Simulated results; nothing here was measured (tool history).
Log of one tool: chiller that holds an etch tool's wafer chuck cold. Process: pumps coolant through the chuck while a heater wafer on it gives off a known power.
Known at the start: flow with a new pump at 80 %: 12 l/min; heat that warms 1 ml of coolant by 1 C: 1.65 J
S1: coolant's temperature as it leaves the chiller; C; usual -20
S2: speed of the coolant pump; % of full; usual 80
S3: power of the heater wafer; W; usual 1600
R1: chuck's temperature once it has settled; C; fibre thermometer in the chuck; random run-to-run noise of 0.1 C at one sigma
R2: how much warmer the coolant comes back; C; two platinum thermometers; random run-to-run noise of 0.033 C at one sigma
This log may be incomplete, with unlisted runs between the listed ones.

| run | day | S1 | S2 | S3 | R1 | R2 |
|---|---|---|---|---|---|---|
| 1 | 0.000 | -20 | 80 | 1600 | -3.2 | 4.82 |
| 2 | 2.621 | -20 | 80 | 1600 | -3.4 | 4.82 |
| 3 | 6.346 | -20 | 80 | 1600 | -3.4 | 4.85 |
|  | 7.054 | chiller's thermometer calibrated |
| 4 | 10.042 | -20 | 80 | 1600 | -3.2 | 4.78 |
| 5 | 12.225 | -20 | 80 | 1600 | -3.5 | 4.78 |
| 6 | 14.508 | -20 | 79 | 1600 | -3.0 | 4.82 |
| 7 | 17.762 | -20 | 79 | 1600 | -3.0 | 4.80 |
| 8 | 21.300 | -20 | 79 | 1600 | -3.0 | 4.85 |
| 9 | 24.838 | -20 | 80 | 1600 | -3.2 | 4.81 |
| 10 | 28.671 | -20 | 91 | 1600 | -4.9 | 4.24 |
| 11 | 31.312 | -20 | 91 | 1600 | -4.9 | 4.22 |
| 12 | 34.788 | -20 | 80 | 1600 | -3.2 | 4.83 |
| 13 | 38.946 | -20 | 72 | 1600 | -1.9 | 5.31 |
| 14 | 42.208 | -20 | 80 | 1600 | -3.3 | 4.77 |
| 15 | 44.862 | -20 | 80 | 1600 | -3.3 | 4.83 |
| 16 | 47.812 | -20 | 80 | 1900 | -0.3 | 5.66 |
|  | 48.646 | coolant changed, channels flushed |
| 17 | 52.138 | -15 | 80 | 1233 | -2.0 | 3.61 |
| 18 | 54.067 | -26 | 70 | 1154 | -12.4 | 3.95 |
| 19 | 57.121 | -26 | 91 | 1600 | -10.8 | 4.22 |
| 20 | 60.296 | -21 | 81 | 861 | -12.0 | 2.49 |

For run 21, what comes out?
| 21 | 64.162 | -26 | 81 | 2348 | ? | ? |

R1: -1.5 C
R2: 6.95 C
With no hidden state in the tool, this same run would have given R1 -1.6 C, R2 7.04 C.

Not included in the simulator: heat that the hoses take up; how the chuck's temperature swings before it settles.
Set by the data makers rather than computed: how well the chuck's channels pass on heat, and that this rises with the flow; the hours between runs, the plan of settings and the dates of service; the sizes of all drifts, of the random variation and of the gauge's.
